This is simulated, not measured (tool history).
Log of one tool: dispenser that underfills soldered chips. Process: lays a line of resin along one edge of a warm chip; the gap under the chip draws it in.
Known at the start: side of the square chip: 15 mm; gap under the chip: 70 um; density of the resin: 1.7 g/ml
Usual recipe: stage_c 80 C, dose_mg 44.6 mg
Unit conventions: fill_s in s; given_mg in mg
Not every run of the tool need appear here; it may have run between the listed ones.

Run 1, hour 0: usual settings. Result: fill_s 194.1 s, given_mg 42.03 mg.
At hour 5.1: new syringe of resin.
At hour 6.1: dispensing valve cleaned and set on the balance.
Run 2, hour 8.4: usual settings. Result: fill_s 160.7 s, given_mg 44.73 mg.
Run 3, hour 14.7: usual settings but dose_mg 48.5 mg. Result: fill_s 197.6 s, given_mg 48.54 mg.
At hour 18.3: new syringe of resin.
Run 4, hour 24.7: usual settings but dose_mg 48.5 mg. Result: fill_s 189.6 s, given_mg 48.08 mg.
At hour 30.9: new syringe of resin.
Run 5, hour 36.5: usual settings but stage_c 88 C. Result: fill_s 132.7 s, given_mg 44.07 mg.
At hour 43.4: new syringe of resin.
Run 6, hour 46.5: usual settings but stage_c 88 C. Result: fill_s 122.9 s, given_mg 43.66 mg.
At hour 55.5: new syringe of resin.
Run 7, hour 57: usual settings but stage_c 88 C. Result: fill_s 119.5 s, given_mg 43.71 mg.
Run 8, hour 62.9: usual settings but stage_c 88 C. Result: fill_s 144.6 s, given_mg 43.3 mg.
At hour 68.3: new syringe of resin.
Run 9, hour 73.8: usual settings but stage_c 94 C. Result: fill_s 108 s, given_mg 43 mg.
At hour 80.6: new syringe of resin.
Run 10, hour 80.6: usual settings but stage_c 94 C. Result: fill_s 90.3 s, given_mg 43.12 mg.
Run 11, hour 87.8: usual settings but stage_c 94 C. Result: fill_s 112.8 s, given_mg 42.95 mg.
At hour 93.2: new syringe of resin.
Run 12, hour 98.8: usual settings. Result: fill_s 183.4 s, given_mg 42.75 mg.
At hour 105.9: new syringe of resin.
Run 13, hour 106.5: usual settings. Result: fill_s 151.8 s, given_mg 42.47 mg.
Run 14, hour 114.2: usual settings but dose_mg 54.9 mg. Result: fill_s 190.3 s, given_mg 52.1 mg.
At hour 118.8: new syringe of resin.
Run 15, hour 120.2: usual settings but dose_mg 54.9 mg. Result: fill_s 156.6 s, given_mg 51.96 mg.
Run 16, hour 129.1: usual settings but stage_c 67 C. Result: fill_s 352.3 s, given_mg 41.81 mg.
At hour 131.2: new syringe of resin.
At hour 135: dispensing valve cleaned and set on the balance.
Run 17, hour 141.6: usual settings. Result: fill_s 211.9 s, given_mg 44.27 mg.
At hour 144.3: new syringe of resin.
Run 18, hour 152.9: usual settings. Result: fill_s 200.1 s, given_mg 43.87 mg.
At hour 156.8: new syringe of resin.
Run 19, hour 161.1: usual settings but stage_c 66 C, dose_mg 48.2 mg. Result: fill_s 306.6 s, given_mg 47.19 mg.
Run 20, hour 167.2: usual settings but stage_c 70 C, dose_mg 53.3 mg. Result: fill_s 315.4 s, given_mg 52.56 mg.
At hour 168.8: new syringe of resin.
Run 21, hour 172.4: usual settings but stage_c 84 C, dose_mg 57.6 mg. Result: fill_s 144.8 s, given_mg 56.44 mg.
Run 22, hour 179: usual settings but stage_c 76 C, dose_mg 40.5 mg. Result: fill_s 252.3 s, given_mg 39.75 mg.
At hour 181.6: new syringe of resin.
Run 23, hour 190.9: usual settings but stage_c 67 C, dose_mg 39.4 mg. Result: fill_s 352.8 s, given_mg 38.5 mg.
At hour 194.7: new syringe of resin.
Run 24, hour 201.3: usual settings but stage_c 72 C. Result: fill_s 259.9 s, given_mg 43.33 mg.
At hour 206.9: new syringe of resin.
Run 25, hour 208.7: usual settings but stage_c 71 C, dose_mg 40.4 mg. Result: fill_s 237.7 s, given_mg 38.64 mg.
At hour 219.5: new syringe of resin.
Run 26, hour 219.5: usual settings but stage_c 75 C, dose_mg 44.7 mg. Result: fill_s 177.4 s, given_mg 42.48 mg.
At hour 231.5: new syringe of resin.
Run 27, hour 231.5: usual settings but stage_c 75 C, dose_mg 44.7 mg. Result: fill_s 181.1 s, given_mg 42.55 mg.
Run 28, hour 242.6: usual settings but stage_c 90 C, dose_mg 49.3 mg. Result: fill_s 148 s, given_mg 46.7 mg.
At hour 244: new syringe of resin.
Run 29, hour 248.1: usual settings but stage_c 68 C, dose_mg 43.8 mg. Result: fill_s 288.9 s, given_mg 41.6 mg.
Run 30, hour 253.8: usual settings but stage_c 93 C, dose_mg 56.1 mg. Result: fill_s 129.4 s, given_mg 52.79 mg.
At hour 256.5: new syringe of resin.
Run 31, hour 261.7: usual settings but stage_c 93 C, dose_mg 56.1 mg. Result: fill_s 111.5 s, given_mg 52.79 mg.
At hour 263.3: dispensing valve cleaned and set on the balance.
At hour 269.7: new syringe of resin.
Run 32, hour 270.2: usual settings but stage_c 91 C, dose_mg 48.3 mg. Result: fill_s 100.6 s, given_mg 47.97 mg.
Run 33, hour 276.3: usual settings but stage_c 91 C, dose_mg 48.3 mg. Result: fill_s 125.3 s, given_mg 47.87 mg.
At hour 282.3: new syringe of resin.
Run 34, hour 284.8: usual settings but stage_c 91 C, dose_mg 48.3 mg. Result: fill_s 110.4 s, given_mg 47.78 mg.
Run 35, hour 291.4: usual settings but stage_c 76 C, dose_mg 49.9 mg. Result: fill_s 246 s, given_mg 49.36 mg.

Below are 4 alternative next runs, each starting from the tool's condition after run 35. Predict each:
At hour 294.9: new syringe of resin.
Run A, hour 298.9: usual settings but stage_c 72 C. Result: fill_s ?, given_mg ?.
At hour 294.9: new syringe of resin.
Run B, hour 298.9: usual settings but dose_mg 44.1 mg. Result: fill_s ?, given_mg ?.
At hour 294.9: new syringe of resin.
Run C, hour 298.9: usual settings but dose_mg 42.5 mg. Result: fill_s ?, given_mg ?.
At hour 294.9: new syringe of resin.
Run D, hour 298.9: usual settings but dose_mg 52.4 mg. Result: fill_s ?, given_mg ?.

run  fill_s  given_mg
  A   243.5     43.64
  B     176     43.36
  C     177     41.86
  D   172.1     51.25
Had the tool no hidden state, the same runs would have come out as:
run  fill_s  given_mg
  A   204.2     44.37
  B   147.7     44.09
  C   148.5     42.56
  D   144.6     52.11
